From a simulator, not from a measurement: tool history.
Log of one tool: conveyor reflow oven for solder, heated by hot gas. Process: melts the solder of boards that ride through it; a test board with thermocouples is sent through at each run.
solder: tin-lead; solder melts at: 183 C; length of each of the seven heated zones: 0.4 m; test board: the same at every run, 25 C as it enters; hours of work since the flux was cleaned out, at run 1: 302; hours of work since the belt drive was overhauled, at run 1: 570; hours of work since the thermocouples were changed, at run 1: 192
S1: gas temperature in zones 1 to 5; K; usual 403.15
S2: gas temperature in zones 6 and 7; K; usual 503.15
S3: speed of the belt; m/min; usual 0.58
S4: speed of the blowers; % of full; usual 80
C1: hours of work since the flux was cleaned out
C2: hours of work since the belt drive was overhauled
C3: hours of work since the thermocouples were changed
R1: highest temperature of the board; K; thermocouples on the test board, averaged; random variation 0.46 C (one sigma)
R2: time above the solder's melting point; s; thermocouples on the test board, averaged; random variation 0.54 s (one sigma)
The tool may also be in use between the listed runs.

Run 1, day 0.000: usual settings; C1 302; C2 570; C3 192. Result: R1 489.35 K, R2 61.1 s.
Run 2, day 1.475: usual settings; C1 317; C2 585; C3 207. Result: R1 489.45 K, R2 60.0 s.
Run 3, day 2.904: usual settings; C1 332; C2 600; C3 222. Result: R1 489.05 K, R2 60.2 s.
Run 4, day 4.133: usual settings; C1 345; C2 613; C3 235. Result: R1 488.75 K, R2 58.9 s.
Run 5, day 5.783: usual settings; C1 362; C2 630; C3 252. Result: R1 488.45 K, R2 58.8 s.
Run 6, day 6.608: usual settings; C1 371; C2 638; C3 261. Result: R1 489.05 K, R2 60.1 s.
Run 7, day 8.321: usual settings; C1 389; C2 656; C3 279. Result: R1 488.75 K, R2 60.0 s.
At day 8.654: flux residue cleaned out of gas plates and filters.
Run 8, day 9.367: usual settings; C1 7; C2 665; C3 287. Result: R1 491.85 K, R2 62.6 s.
Run 9, day 10.642: usual settings; C1 21; C2 678; C3 301. Result: R1 491.15 K, R2 63.0 s.
Run 10, day 11.983: usual settings; C1 35; C2 692; C3 315. Result: R1 491.85 K, R2 62.1 s.
Run 11, day 13.362: usual settings; C1 49; C2 706; C3 329. Result: R1 491.15 K, R2 63.6 s.
Run 12, day 14.217: usual settings; C1 58; C2 715; C3 338. Result: R1 490.95 K, R2 62.0 s.
Run 13, day 15.258: usual settings but S4 59 % of full; C1 69; C2 726; C3 349. Result: R1 486.45 K, R2 57.4 s.
Run 14, day 16.092: usual settings; C1 77; C2 735; C3 357. Result: R1 491.35 K, R2 62.6 s.

Run 15 comes next. What will it give?
Run 15, day 17.525: usual settings; C1 92; C2 750; C3 372. Result: R1 ?, R2 ?.

R1: 491.35 K
R2: 62.7 s
Without the tool's hidden state the same run would have given R1 492.25 K, R2 62.6 s.

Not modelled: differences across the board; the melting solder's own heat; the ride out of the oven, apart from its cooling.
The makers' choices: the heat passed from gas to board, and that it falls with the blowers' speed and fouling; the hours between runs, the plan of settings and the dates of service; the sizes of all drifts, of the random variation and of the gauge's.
